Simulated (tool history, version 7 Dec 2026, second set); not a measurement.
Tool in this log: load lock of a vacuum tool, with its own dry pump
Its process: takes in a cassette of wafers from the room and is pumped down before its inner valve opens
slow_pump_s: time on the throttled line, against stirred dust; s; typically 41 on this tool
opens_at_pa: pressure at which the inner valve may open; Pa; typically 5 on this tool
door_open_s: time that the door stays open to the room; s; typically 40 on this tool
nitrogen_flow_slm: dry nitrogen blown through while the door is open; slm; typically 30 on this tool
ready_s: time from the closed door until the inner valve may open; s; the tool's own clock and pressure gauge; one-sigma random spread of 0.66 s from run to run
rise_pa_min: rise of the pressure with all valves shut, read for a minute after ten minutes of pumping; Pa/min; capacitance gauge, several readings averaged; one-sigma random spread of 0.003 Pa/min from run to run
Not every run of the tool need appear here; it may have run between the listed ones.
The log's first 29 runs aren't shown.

run,hour,slow_pump_s,opens_at_pa,door_open_s,nitrogen_flow_slm,"incoming humidity of the room's air, %",ready_s,rise_pa_min
30,2621.1,36,7,59,11,42.9,123.2,0.056
31,2742.9,72,8,52,6,43.8,147.2,0.06
32,2853.6,72,8,52,6,44.9,146.7,0.065
33,2988,72,8,52,6,43.3,146.5,0.06
34,3117.2,48,7,55,6,43,131.5,0.068
35,3255.1,66,5,176,6,45.9,146.9,0.089
36,3372.7,59,5,205,21,47.7,143.8,0.068
37,3512.3,59,5,205,21,45.1,141.7,0.066

Predict each of these 4 candidate next runs independently; none follows another, all start after run 37:
A,3584,54,6,40,14,41.6,?,?
B,3584,55,5,40,30,43.9,?,?
C,3584,36,5,59,21,41.1,?,?
D,3584,42,6,28,21,47.7,?,?

run,ready_s,rise_pa_min
A,139.1,0.053
B,139.9,0.047
C,127.9,0.055
D,129.8,0.048
Had the tool no hidden state, the same runs would have come out as:
run,ready_s,rise_pa_min
A,124.1,0.03
B,124.7,0.024
C,111.6,0.032
D,114.2,0.026
